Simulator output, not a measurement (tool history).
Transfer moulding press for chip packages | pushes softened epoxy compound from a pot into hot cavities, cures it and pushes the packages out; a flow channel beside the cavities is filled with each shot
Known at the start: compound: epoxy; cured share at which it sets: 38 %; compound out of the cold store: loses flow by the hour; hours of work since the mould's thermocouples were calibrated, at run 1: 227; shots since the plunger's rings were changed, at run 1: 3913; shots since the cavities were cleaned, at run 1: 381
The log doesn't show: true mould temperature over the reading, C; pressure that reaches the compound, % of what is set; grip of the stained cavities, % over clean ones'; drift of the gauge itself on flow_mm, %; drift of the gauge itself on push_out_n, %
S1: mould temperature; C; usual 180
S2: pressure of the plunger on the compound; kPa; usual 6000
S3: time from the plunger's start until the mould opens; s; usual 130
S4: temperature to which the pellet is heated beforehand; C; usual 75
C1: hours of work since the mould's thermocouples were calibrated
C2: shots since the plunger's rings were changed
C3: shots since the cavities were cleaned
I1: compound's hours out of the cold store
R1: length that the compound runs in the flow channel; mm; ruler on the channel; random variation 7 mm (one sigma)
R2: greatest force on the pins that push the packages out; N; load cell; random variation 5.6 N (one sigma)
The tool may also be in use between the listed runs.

| run | day | S1 | S2 | S3 | S4 | C1 | C2 | C3 | I1 | R1 | R2 |
|---|---|---|---|---|---|---|---|---|---|---|---|
| 1 | 0 | 180 | 6000 | 130 | 75 | 227 | 3913 | 381 | 20.4 | 953 | 208 |
| 2 | 1.15 | 180 | 6000 | 118 | 75 | 239 | 4074 | 542 | 8.3 | 1026 | 246 |
| 3 | 2.008 | 180 | 6000 | 118 | 75 | 248 | 4194 | 662 | 19.6 | 958 | 247 |
| 4 | 2.625 | 184 | 6000 | 130 | 75 | 254 | 4280 | 748 | 18.3 | 951 | 172 |
| 5 | 3.671 | 184 | 6000 | 130 | 75 | 265 | 4426 | 894 | 32.4 | 887 | 169 |
|  | 4.729 | cavities cleaned with cleaning compound and waxed |
| 6 | 5.088 | 184 | 6000 | 130 | 75 | 279 | 4615 | 50 | 47.8 | 837 | 178 |
| 7 | 5.992 | 184 | 6000 | 130 | 75 | 288 | 4741 | 176 | 45.2 | 852 | 159 |
| 8 | 7.233 | 181 | 6000 | 130 | 75 | 301 | 4914 | 349 | 42.5 | 864 | 174 |
| 9 | 7.95 | 181 | 6000 | 130 | 75 | 309 | 5015 | 450 | 44.5 | 863 | 191 |
| 10 | 9.275 | 181 | 6000 | 130 | 75 | 322 | 5200 | 635 | 19.5 | 955 | 182 |
| 11 | 10.271 | 181 | 6000 | 130 | 75 | 332 | 5339 | 774 | 31.6 | 908 | 180 |
| 12 | 10.879 | 180 | 6000 | 130 | 75 | 339 | 5424 | 859 | 23.5 | 940 | 197 |
|  | 12.192 | cavities cleaned with cleaning compound and waxed |
| 13 | 12.2 | 180 | 6000 | 130 | 76 | 352 | 5600 | 2 | 31.6 | 925 | 203 |
| 14 | 13.429 | 180 | 6000 | 139 | 75 | 364 | 5771 | 173 | 47.9 | 864 | 174 |
| 15 | 14.604 | 180 | 6000 | 139 | 75 | 377 | 5935 | 337 | 13.9 | 966 | 173 |
| 16 | 15.225 | 176 | 5930 | 123 | 68 | 383 | 6022 | 424 | 8.3 | 1013 | 294 |
| 17 | 15.933 | 176 | 4860 | 153 | 67 | 390 | 6121 | 523 | 19 | 882 | 197 |
|  | 16.4 | plunger's sealing rings changed |
| 18 | 16.958 | 176 | 4860 | 153 | 67 | 400 | 78 | 652 | 34.1 | 836 | 181 |
| 19 | 18.029 | 176 | 4860 | 153 | 67 | 411 | 227 | 801 | 43.5 | 808 | 185 |
| 20 | 19.004 | 185 | 7070 | 130 | 75 | 421 | 363 | 937 | 47 | 924 | 162 |
|  | 19.733 | cavities cleaned with cleaning compound and waxed |
| 21 | 20.496 | 186 | 6000 | 148 | 78 | 436 | 563 | 107 | 19 | 917 | 153 |
| 22 | 21.912 | 180 | 5110 | 130 | 75 | 450 | 760 | 304 | 37.2 | 823 | 195 |
| 23 | 23.246 | 188 | 6340 | 130 | 82 | 464 | 947 | 491 | 43 | 863 | 157 |
| 24 | 23.871 | 188 | 6340 | 130 | 82 | 471 | 1034 | 578 | 41.5 | 867 | 163 |
| 25 | 24.85 | 180 | 6000 | 158 | 75 | 481 | 1171 | 715 | 44 | 882 | 151 |

Forecast run 26:
| 26 | 25.462 | 180 | 6000 | 158 | 75 | 487 | 1256 | 800 | 26.9 | ? | ? |

{"run 26": {"R1": 947, "R2": 160}}
Without the tool's hidden state the same run would have given R1 947 mm, R2 158 N.

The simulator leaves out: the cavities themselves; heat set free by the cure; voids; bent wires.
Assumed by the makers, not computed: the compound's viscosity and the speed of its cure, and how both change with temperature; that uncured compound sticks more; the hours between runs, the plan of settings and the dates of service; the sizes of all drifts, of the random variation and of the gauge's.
